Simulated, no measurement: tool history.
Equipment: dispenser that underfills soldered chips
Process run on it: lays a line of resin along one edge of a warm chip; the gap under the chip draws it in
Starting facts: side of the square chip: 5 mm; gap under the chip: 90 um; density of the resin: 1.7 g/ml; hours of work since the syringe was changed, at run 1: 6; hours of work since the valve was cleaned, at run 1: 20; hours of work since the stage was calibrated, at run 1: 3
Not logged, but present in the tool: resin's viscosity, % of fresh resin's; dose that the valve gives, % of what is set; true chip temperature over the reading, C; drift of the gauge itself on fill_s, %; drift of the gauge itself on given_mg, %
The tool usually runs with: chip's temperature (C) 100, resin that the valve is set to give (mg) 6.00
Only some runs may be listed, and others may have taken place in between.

| run | hour | chip's temperature (C) | resin that the valve is set to give (mg) | hours of work since the syringe was changed | hours of work since the valve was cleaned | hours of work since the stage was calibrated | time until the resin shows at the far edge (s) | resin that the valve gave (mg) |
|---|---|---|---|---|---|---|---|---|
| 1 | 0.0 | 100 | 6.00 | 6 | 20 | 3 | 37.1 | 6.02 |
| 2 | 6.7 | 100 | 6.00 | 10 | 24 | 7 | 52.2 | 5.99 |
| 3 | 9.6 | 100 | 6.00 | 12 | 26 | 9 | 62.1 | 5.95 |
|  | 10.4 | new syringe of resin |
| 4 | 14.6 | 100 | 6.00 | 3 | 29 | 12 | 29.2 | 5.96 |
| 5 | 20.6 | 100 | 6.00 | 7 | 33 | 16 | 41.2 | 5.93 |
| 6 | 24.7 | 100 | 6.00 | 9 | 35 | 18 | 50.3 | 5.92 |
|  | 29.6 | new syringe of resin |
| 7 | 30.4 | 100 | 6.00 | 1 | 39 | 22 | 23.9 | 5.88 |
| 8 | 36.1 | 100 | 6.00 | 4 | 43 | 25 | 33.9 | 5.89 |
| 9 | 39.1 | 110 | 5.27 | 6 | 44 | 27 | 28.4 | 5.20 |
| 10 | 43.1 | 100 | 5.43 | 9 | 47 | 30 | 49.9 | 5.38 |
|  | 48.4 | new syringe of resin |
| 11 | 48.4 | 100 | 5.43 | 0 | 50 | 33 | 23.5 | 5.35 |
| 12 | 53.8 | 89 | 7.32 | 3 | 54 | 36 | 46.3 | 7.19 |
| 13 | 57.9 | 108 | 7.73 | 6 | 56 | 39 | 27.8 | 7.58 |
| 14 | 61.7 | 91 | 7.54 | 8 | 59 | 42 | 66.4 | 7.41 |

Here are 5 independent what-if runs from the current tool condition. What would each one return?
|  | 67.9 | new syringe of resin |
| A | 68.1 | 109 | 6.88 | 0 | 62 | 45 | ? | ? |
|  | 67.9 | new syringe of resin |
| B | 68.1 | 108 | 6.00 | 0 | 62 | 45 | ? | ? |
|  | 67.9 | new syringe of resin |
| C | 68.1 | 107 | 5.49 | 0 | 62 | 45 | ? | ? |
|  | 67.9 | new syringe of resin |
| D | 68.1 | 111 | 5.74 | 0 | 62 | 45 | ? | ? |
|  | 67.9 | new syringe of resin |
| E | 68.1 | 108 | 6.00 | 0 | 62 | 45 | ? | ? |

| run | time until the resin shows at the far edge (s) | resin that the valve gave (mg) |
|---|---|---|
| A | 16.6 | 6.68 |
| B | 17.1 | 5.83 |
| C | 18.4 | 5.41 |
| D | 15.6 | 5.57 |
| E | 17.5 | 5.89 |
Without the tool's hidden state the same runs would have given:
| run | time until the resin shows at the far edge (s) | resin that the valve gave (mg) |
|---|---|---|
| A | 16.2 | 6.83 |
| B | 16.6 | 5.96 |
| C | 17.9 | 5.54 |
| D | 15.1 | 5.70 |
| E | 16.9 | 6.03 |
